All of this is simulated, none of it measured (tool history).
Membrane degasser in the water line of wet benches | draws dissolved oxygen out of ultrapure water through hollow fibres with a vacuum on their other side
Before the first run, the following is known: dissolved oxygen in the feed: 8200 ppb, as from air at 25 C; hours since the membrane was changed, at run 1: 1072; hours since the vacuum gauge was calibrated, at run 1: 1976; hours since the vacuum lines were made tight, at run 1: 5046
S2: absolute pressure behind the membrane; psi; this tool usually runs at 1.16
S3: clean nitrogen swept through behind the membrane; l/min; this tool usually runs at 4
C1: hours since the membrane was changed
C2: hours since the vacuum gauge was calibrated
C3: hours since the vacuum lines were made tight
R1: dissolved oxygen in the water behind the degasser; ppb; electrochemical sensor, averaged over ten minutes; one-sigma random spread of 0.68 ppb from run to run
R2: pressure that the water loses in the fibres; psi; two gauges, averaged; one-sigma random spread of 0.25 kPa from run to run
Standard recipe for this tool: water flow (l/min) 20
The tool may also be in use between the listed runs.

{"run": 1, "day": 0.0, "water flow (l/min)": 20, "S2": 1.16, "S3": 4, "C1": 1072, "C2": 1976, "C3": 5046, "R1": 65.5, "R2": 9.96}
{"run": 2, "day": 2.283, "water flow (l/min)": 20, "S2": 1.16, "S3": 4, "C1": 1127, "C2": 2030, "C3": 5101, "R1": 64.1, "R2": 9.937}
{"day": 5.758, "done": "seals of the vacuum lines changed"}
{"run": 3, "day": 5.8, "water flow (l/min)": 20, "S2": 1.16, "S3": 4, "C1": 1210, "C2": 2113, "C3": 1, "R1": 62.7, "R2": 9.921}
{"run": 4, "day": 10.392, "water flow (l/min)": 20, "S2": 1.16, "S3": 4, "C1": 1320, "C2": 2223, "C3": 111, "R1": 64.2, "R2": 9.99}
{"run": 5, "day": 13.983, "water flow (l/min)": 20, "S2": 1.16, "S3": 4, "C1": 1406, "C2": 2309, "C3": 197, "R1": 63.2, "R2": 10.016}
{"run": 6, "day": 16.754, "water flow (l/min)": 20, "S2": 1.16, "S3": 4, "C1": 1472, "C2": 2376, "C3": 264, "R1": 62.9, "R2": 9.939}
{"run": 7, "day": 20.304, "water flow (l/min)": 20, "S2": 1.994, "S3": 2.04, "C1": 1558, "C2": 2461, "C3": 349, "R1": 246.2, "R2": 10.077}
{"run": 8, "day": 25.5, "water flow (l/min)": 21, "S2": 1.288, "S3": 5.26, "C1": 1682, "C2": 2586, "C3": 474, "R1": 60.6, "R2": 10.501}
{"run": 9, "day": 28.625, "water flow (l/min)": 31, "S2": 1.025, "S3": 5.34, "C1": 1757, "C2": 2661, "C3": 549, "R1": 65.2, "R2": 15.616}
{"run": 10, "day": 31.342, "water flow (l/min)": 31, "S2": 1.025, "S3": 5.34, "C1": 1823, "C2": 2726, "C3": 614, "R1": 65.2, "R2": 15.538}
{"run": 11, "day": 36.138, "water flow (l/min)": 31, "S2": 1.601, "S3": 5.34, "C1": 1938, "C2": 2841, "C3": 729, "R1": 122.2, "R2": 15.565}
{"run": 12, "day": 39.358, "water flow (l/min)": 31, "S2": 1.601, "S3": 5.34, "C1": 2015, "C2": 2918, "C3": 806, "R1": 123.8, "R2": 15.587}

Each row is a separate what-if for the run after 12, all from the same tool condition, not one after another. Results?
{"run": "A", "day": 42.175, "water flow (l/min)": 15, "S2": 0.708, "S3": 4, "C1": 2083, "C2": 2986, "C3": 874, "R1": "?", "R2": "?"}
{"run": "B", "day": 42.175, "water flow (l/min)": 20, "S2": 1.16, "S3": 5.34, "C1": 2083, "C2": 2986, "C3": 874, "R1": "?", "R2": "?"}
{"run": "C", "day": 42.175, "water flow (l/min)": 20, "S2": 1.16, "S3": 9.72, "C1": 2083, "C2": 2986, "C3": 874, "R1": "?", "R2": "?"}
{"run": "D", "day": 42.175, "water flow (l/min)": 15, "S2": 2.093, "S3": 4, "C1": 2083, "C2": 2986, "C3": 874, "R1": "?", "R2": "?"}
{"run": "E", "day": 42.175, "water flow (l/min)": 31, "S2": 0.761, "S3": 5.34, "C1": 2083, "C2": 2986, "C3": 874, "R1": "?", "R2": "?"}

run=A R1=20 R2=7.535
run=B R1=49.6 R2=10.14
run=C R1=27.9 R2=10.057
run=D R1=107.7 R2=7.617
run=E R1=40.2 R2=15.571
With no hidden state in the tool, these same runs would have given:
run=A R1=17.3 R2=7.378
run=B R1=46.6 R2=9.929
run=C R1=26.1 R2=9.848
run=D R1=104.8 R2=7.459
run=E R1=35.4 R2=15.248
